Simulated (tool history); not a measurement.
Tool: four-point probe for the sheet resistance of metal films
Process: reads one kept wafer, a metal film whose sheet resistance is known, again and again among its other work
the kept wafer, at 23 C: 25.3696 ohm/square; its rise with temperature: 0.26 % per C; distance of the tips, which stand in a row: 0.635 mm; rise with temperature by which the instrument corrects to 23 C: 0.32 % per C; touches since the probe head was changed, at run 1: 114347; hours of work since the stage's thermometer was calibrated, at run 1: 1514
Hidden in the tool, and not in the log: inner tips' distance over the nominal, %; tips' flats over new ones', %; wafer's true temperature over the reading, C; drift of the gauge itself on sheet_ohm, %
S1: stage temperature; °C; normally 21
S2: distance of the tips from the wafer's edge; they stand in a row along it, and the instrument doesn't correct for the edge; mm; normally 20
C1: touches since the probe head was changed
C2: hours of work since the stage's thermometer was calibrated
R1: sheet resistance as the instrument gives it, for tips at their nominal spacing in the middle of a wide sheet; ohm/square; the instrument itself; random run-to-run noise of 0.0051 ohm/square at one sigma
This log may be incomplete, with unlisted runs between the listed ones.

run,hour,S1,S2,C1,C2,R1
1,0.0,21,20,114347,1514,25.114787
2,78.3,31,20,116287,1550,24.976017
3,164.1,31,20,118414,1590,24.951664
4,242.0,31,20,120347,1626,24.963670
5,338.6,32,20,122742,1671,24.941451
6,420.0,32,20,124760,1708,24.930429
7,518.5,32,20,127202,1754,24.938545
8,644.0,27,20,130312,1812,25.004890
9,704.1,27,20,131803,1840,24.998860
10,771.0,21,20,133461,1871,25.084731
11,851.7,21,20,135462,1908,25.083162
12,973.9,21,20,138492,1964,25.069869
13,1027.6,21,20,139823,1989,25.071929
14,1115.3,24,20,141998,2030,25.022372
15,1202.2,24,20,144151,2070,25.031275
16,1290.0,24,20,146328,2111,25.020761
17,1376.3,22,20,148469,2151,25.047171
18,1449.0,22,20,150269,2184,25.038117
19,1510.6,22,20,151797,2213,25.043569
20,1629.1,22,7,154736,2267,25.131114
21,1686.4,22,22,156157,2294,25.036497
22,1740.1,19,20,157488,2319,25.084655
23,1831.3,19,20,159748,2361,25.068541
24,1959.2,33,20,162919,2420,24.876954
25,2014.1,21,25,164280,2445,25.035763
# hour 2050.4: stage's thermometer calibrated
26,2075.6,19,16,165792,12,25.075823
27,2176.4,22,20,168290,58,25.024654
28,2251.5,21,24,170153,93,25.026663
# hour 2304.0: stage's thermometer calibrated, once more
29,2328.9,19,11,172060,12,25.112874
30,2423.5,19,11,174404,55,25.109585
31,2532.1,30,3,177098,105,25.488672
32,2657.5,24,8,180207,163,25.065518
33,2761.2,33,11,182777,211,24.911846
34,2863.9,19,51,185324,259,25.043305
35,2991.1,19,51,188477,318,25.045456
36,3065.5,19,51,190321,352,25.040704
37,3120.6,19,51,191688,378,25.035196
38,3227.7,20,21,194344,427,25.026674
39,3350.0,20,21,197375,484,25.022615
40,3415.3,24,3,198993,514,25.554607
41,3495.4,27,70,200980,551,24.910391
42,3562.2,20,21,202635,582,25.008883
43,3660.8,20,43,205081,627,24.999904

Some steps in R1, run to run, broken into two amounts with sign: the step expected even without the hidden condition (settings, incoming material, random variation), and the rest, left for the hidden condition together with whatever gauge scatter is not in both the measured and the hidden-condition-free result:
Run 28 -> 29: S1 21 -> 19, S2 24 -> 11, stage's thermometer calibrated, once more. R1 +0.086211 ohm/square: hidden state +0.019885, all else +0.066326.
Run 30 -> 31: S1 19 -> 30, S2 11 -> 3. R1 +0.379087 ohm/square: hidden state -0.008791, all else +0.387878.
Run 31 -> 32: S1 30 -> 24, S2 3 -> 8. R1 -0.423154 ohm/square: hidden state +0.001089, all else -0.424243.
Run 39 -> 40: S1 20 -> 24, S2 21 -> 3. R1 +0.531992 ohm/square: hidden state -0.009985, all else +0.541977.
Run 40 -> 41: S1 24 -> 27, S2 3 -> 70. R1 -0.644216 ohm/square: hidden state +0.006810, all else -0.651026.

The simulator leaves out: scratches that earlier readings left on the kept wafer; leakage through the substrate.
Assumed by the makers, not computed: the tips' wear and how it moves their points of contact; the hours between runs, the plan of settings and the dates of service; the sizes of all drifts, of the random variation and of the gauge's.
